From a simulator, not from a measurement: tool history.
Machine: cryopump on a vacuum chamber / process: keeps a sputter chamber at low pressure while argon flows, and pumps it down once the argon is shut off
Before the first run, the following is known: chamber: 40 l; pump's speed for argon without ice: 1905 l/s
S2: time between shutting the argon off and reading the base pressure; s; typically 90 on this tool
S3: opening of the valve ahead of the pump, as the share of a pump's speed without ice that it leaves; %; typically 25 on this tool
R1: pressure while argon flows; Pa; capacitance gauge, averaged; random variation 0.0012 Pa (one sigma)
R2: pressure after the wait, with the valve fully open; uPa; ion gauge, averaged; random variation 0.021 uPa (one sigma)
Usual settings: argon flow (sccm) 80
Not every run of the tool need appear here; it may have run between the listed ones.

run 1 day=0.000 | argon_flow_(sccm)=80 S2=90 S3=25 | R1=0.2856 R2=1.48
run 2 day=0.612 | argon_flow_(sccm)=80 S2=90 S3=25 | R1=0.2899 R2=1.40
run 3 day=1.312 | argon_flow_(sccm)=80 S2=90 S3=25 | R1=0.2871 R2=1.44
run 4 day=1.850 | argon_flow_(sccm)=80 S2=90 S3=25 | R1=0.2872 R2=1.49
run 5 day=2.250 | argon_flow_(sccm)=80 S2=90 S3=25 | R1=0.2860 R2=1.46
run 6 day=2.917 | argon_flow_(sccm)=80 S2=90 S3=25 | R1=0.2894 R2=1.53
run 7 day=3.375 | argon_flow_(sccm)=80 S2=90 S3=25 | R1=0.2867 R2=1.54
run 8 day=3.733 | argon_flow_(sccm)=80 S2=90 S3=25 | R1=0.2869 R2=1.48

Run 9 has not been measured yet. What should we expect?
run 9 day=4.242 | argon_flow_(sccm)=59 S2=226 S3=25 | R1=? R2=?

{"run 9": {"R1": 0.2124, "R2": 1.32}}
Without the tool's hidden state the same run would have given R1 0.2091 Pa, R2 0.21 uPa.
